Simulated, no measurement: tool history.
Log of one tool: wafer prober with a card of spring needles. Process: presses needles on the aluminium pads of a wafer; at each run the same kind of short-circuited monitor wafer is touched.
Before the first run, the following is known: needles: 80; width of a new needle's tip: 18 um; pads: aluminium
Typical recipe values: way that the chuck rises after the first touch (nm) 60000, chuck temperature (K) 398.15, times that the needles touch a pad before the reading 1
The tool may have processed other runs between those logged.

run   hour  way that the chuck rises after the first touch (nm)  chuck temperature (K)  times that the needles touch a pad before the reading  resistance of one needle with its contact and lead (mohm)  way that a needle slides on the pad (nm)
  1      0                                                60000                 398.15                                                      1                                                        172                                      8010
      44.5  -- tips cleaned on abrasive film
  2   49.3                                                60000                 398.15                                                      1                                                        178                                      8040
      91.1  -- tips cleaned on abrasive film
  3   93.2                                                60000                 398.15                                                      1                                                        172                                      8000
       136  -- tips cleaned on abrasive film
  4  152.3                                                60000                 398.15                                                      1                                                        196                                      7940
     183.3  -- tips cleaned on abrasive film
  5  219.7                                                60000                 327.15                                                      1                                                        209                                      7950
     230.9  -- tips cleaned on abrasive film
     278.6  -- tips cleaned on abrasive film
  6  293.2                                                60000                 327.15                                                      1                                                        184                                      7950
     326.2  -- tips cleaned on abrasive film
     371.6  -- tips cleaned on abrasive film
  7  371.6                                                60000                 327.15                                                      1                                                        157                                      7950
  8  414.6                                                60000                 327.15                                                      1                                                        216                                      7980
     420.2  -- tips cleaned on abrasive film
  9  449.2                                                53000                 327.15                                                      1                                                        214                                      6980
     469.3  -- tips cleaned on abrasive film
 10  489.1                                                66000                 313.15                                                      3                                                        161                                      8720
       515  -- tips cleaned on abrasive film
 11  530.8                                                66000                 313.15                                                      3                                                        158                                      8710
     564.3  -- tips cleaned on abrasive film
 12  603.8                                                66000                 327.15                                                      1                                                        201                                      8730

Predict each of these 5 candidate next runs independently; none follows another, all start after run 12:
     608.9  -- tips cleaned on abrasive film
  A  640.3                                                54000                 299.15                                                      2                                                          ?                                         ?
     608.9  -- tips cleaned on abrasive film
  B  640.3                                                64000                 328.15                                                      2                                                          ?                                         ?
     608.9  -- tips cleaned on abrasive film
  C  640.3                                                66000                 327.15                                                      3                                                          ?                                         ?
     608.9  -- tips cleaned on abrasive film
  D  640.3                                                48000                 304.15                                                      2                                                          ?                                         ?
     608.9  -- tips cleaned on abrasive film
  E  640.3                                                66000                 300.15                                                      2                                                          ?                                         ?

run  resistance of one needle with its contact and lead (mohm)  way that a needle slides on the pad (nm)
  A                                                        189                                      7060
  B                                                        180                                      8460
  C                                                        169                                      8710
  D                                                        201                                      6270
  E                                                        174                                      8730
With the hidden condition removed and each run's random variation left untouched, the same runs would have given:
run  resistance of one needle with its contact and lead (mohm)  way that a needle slides on the pad (nm)
  A                                                        146                                      7290
  B                                                        150                                      8680
  C                                                        151                                      8930
  D                                                        148                                      6490
  E                                                        144                                      8960

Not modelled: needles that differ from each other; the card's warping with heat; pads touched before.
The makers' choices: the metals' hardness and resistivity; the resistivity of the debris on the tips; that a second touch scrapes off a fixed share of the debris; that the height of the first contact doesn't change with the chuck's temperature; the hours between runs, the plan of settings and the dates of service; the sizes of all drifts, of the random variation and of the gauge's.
